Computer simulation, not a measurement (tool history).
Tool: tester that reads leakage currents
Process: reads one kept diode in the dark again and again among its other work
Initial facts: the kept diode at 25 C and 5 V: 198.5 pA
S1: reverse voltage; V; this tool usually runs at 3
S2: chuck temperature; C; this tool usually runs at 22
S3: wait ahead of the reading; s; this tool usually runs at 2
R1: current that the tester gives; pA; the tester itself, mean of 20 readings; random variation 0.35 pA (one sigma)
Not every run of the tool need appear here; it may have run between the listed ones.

run    hour     S1  S2    S3       R1
  1       0      3  22     2   116.82
  2   112.1      3  22     2   117.07
  3   199.8      3  22     2    116.5
  4   296.4      3  22     2   117.39
  5   381.4      3  22     2   115.96
  6   472.8      3  22  0.64   117.06
  7   531.4      3  22  0.64   117.16
  8   631.5      3  22  0.64   117.08
  9   689.8      3  22  0.64   116.33
 10   754.9      3  28     2    184.6
 11   871.5      3  28     2   185.83
 12   942.2   4.05  31  0.98   278.65
 13  1040.2   4.05  41  0.98   566.66
 14  1166.4   6.35  44  7.24      910
 15    1294   1.54  25  4.38    99.25
 16  1414.8   12.4  48     2   1767.7
 17  1528.6   12.4  48     2  1764.38
 18  1598.8  10.06  22     2   235.91
 19    1666  16.41  22  4.72   317.75
 20  1731.2  16.37  39  4.79  1125.79
 21  1845.5   8.08  22     2   209.27
 22  1928.4   1.83  22  7.16    86.39

Between the runs listed above, the log contained 1 entry, not reproduced here. Where in the sequence does each belong, and how does what the log doesn't record of the tool's condition differ from the listed run before to the listed run after?
Logged between run 11 and run 12: chuck's temperature calibrated (hour 933.7)
  true chuck temperature over the reading, C: 0.01 -> 0
  difference, measured minus the result without the unlogged condition, R1: +0.19 -> +0.03 pA
